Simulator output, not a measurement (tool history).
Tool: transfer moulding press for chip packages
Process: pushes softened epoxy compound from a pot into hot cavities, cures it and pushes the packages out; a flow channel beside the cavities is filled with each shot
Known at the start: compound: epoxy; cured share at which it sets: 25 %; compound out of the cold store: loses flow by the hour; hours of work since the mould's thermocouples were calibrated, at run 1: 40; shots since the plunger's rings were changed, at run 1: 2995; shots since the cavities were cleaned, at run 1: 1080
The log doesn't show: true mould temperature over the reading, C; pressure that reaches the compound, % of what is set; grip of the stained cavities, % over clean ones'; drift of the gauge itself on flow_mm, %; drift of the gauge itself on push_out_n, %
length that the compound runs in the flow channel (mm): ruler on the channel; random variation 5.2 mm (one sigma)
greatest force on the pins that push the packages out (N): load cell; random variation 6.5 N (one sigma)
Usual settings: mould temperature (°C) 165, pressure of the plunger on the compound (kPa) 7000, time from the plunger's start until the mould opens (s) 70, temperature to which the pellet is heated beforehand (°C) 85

run,day,mould temperature (°C),pressure of the plunger on the compound (kPa),time from the plunger's start until the mould opens (s),temperature to which the pellet is heated beforehand (°C),hours of work since the mould's thermocouples were calibrated,shots since the plunger's rings were changed,shots since the cavities were cleaned,incoming compound's hours out of the cold store,length that the compound runs in the flow channel (mm),greatest force on the pins that push the packages out (N)
1,0,165,7000,70,85,40,2995,1080,29.6,682,493
# day 0.167: cavities cleaned with cleaning compound and waxed
2,1.029,165,7000,70,85,57,3457,412,39.7,671,552
3,1.854,165,7000,75,85,72,3851,806,25.5,689,499
# day 2.525: cavities cleaned with cleaning compound and waxed
4,3.438,165,7000,75,85,99,4576,435,44.3,644,356
5,4.1,165,7000,75,85,110,4892,751,22.8,674,428
# day 4.858: plunger's sealing rings changed
# day 4.992: cavities cleaned with cleaning compound and waxed
6,5.475,165,7000,70,85,132,265,232,22.2,724,349
7,6.204,165,7000,70,85,145,612,579,37.1,686,442

The next listed run, before its measurement:
# day 7.367: cavities cleaned with cleaning compound and waxed
8,7.4,165,7000,70,85,165,1153,15,19.4,?,?

{"run 8": {"length that the compound runs in the flow channel (mm)": 715, "greatest force on the pins that push the packages out (N)": 261}}
Without the tool's hidden state the same run would have given length that the compound runs in the flow channel (mm) 728, greatest force on the pins that push the packages out (N) 255.
